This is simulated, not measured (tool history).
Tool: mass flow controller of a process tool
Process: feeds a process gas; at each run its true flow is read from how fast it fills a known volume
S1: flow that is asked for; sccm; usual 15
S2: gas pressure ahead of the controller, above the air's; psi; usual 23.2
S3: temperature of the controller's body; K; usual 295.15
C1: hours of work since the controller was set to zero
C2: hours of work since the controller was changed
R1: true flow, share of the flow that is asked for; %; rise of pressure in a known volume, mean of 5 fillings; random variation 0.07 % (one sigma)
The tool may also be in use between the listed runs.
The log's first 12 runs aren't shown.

run    hour  S1    S2      S3    C1    C2      R1
 13  1411.8  15  23.2  299.15  2825  2825   99.43
 14  1529.9  43  23.2  295.15  2894  2894   99.98
 15  1667.1  15  23.2  295.15  2975  2975   99.24
 16  1732.2   6  33.6  307.15  3014  3014   99.43
 17  1873.8  47  33.6  298.15  3097  3097   99.83
 18  1961.2   9  23.2  295.15  3149  3149   99.22
 19    2101  21  23.2  299.15  3231  3231   99.51
 20  2210.3  36  23.2  306.15  3296  3296  100.32
 21  2277.6  36  21.5  294.15  3335  3335   99.85
 22  2419.4  26  26.7  294.15  3419  3419   99.23
 23    2506  21  24.7  295.15  3470  3470   99.41
 24    2622  39  23.2  303.15  3539  3539  100.21
 25    2750  27  23.2  310.15  3614  3614  100.26
 26  2896.3  27  36.5  310.15  3701  3701   99.94
 27  3031.8  15  27.6  295.15  3780  3780   99.13
 28  3145.9  15  23.2  295.15  3848  3848   99.37
 29    3227  15  38.9  304.15  3896  3896   99.24
 30  3318.5  43  38.9  304.15  3950  3950   99.96

5 ways to go on from here, each from the tool as it stands after run 30. What would each give?
  A  3383.2  43  27.3  293.15  3988  3988   ?
  B  3383.2   7  23.2  297.15  3988  3988   ?
  C  3383.2  15  30.7  295.15  3988  3988   ?
  D  3383.2   9  35.4  299.15  3988  3988   ?
  E  3383.2   6  38.9  304.15  3988  3988   ?

run     R1
  A  99.64
  B  99.23
  C  99.05
  D  99.07
  E  99.15
Without the tool's hidden state the same runs would have given:
run     R1
  A  99.65
  B  99.22
  C  99.05
  D  99.06
  E  99.14

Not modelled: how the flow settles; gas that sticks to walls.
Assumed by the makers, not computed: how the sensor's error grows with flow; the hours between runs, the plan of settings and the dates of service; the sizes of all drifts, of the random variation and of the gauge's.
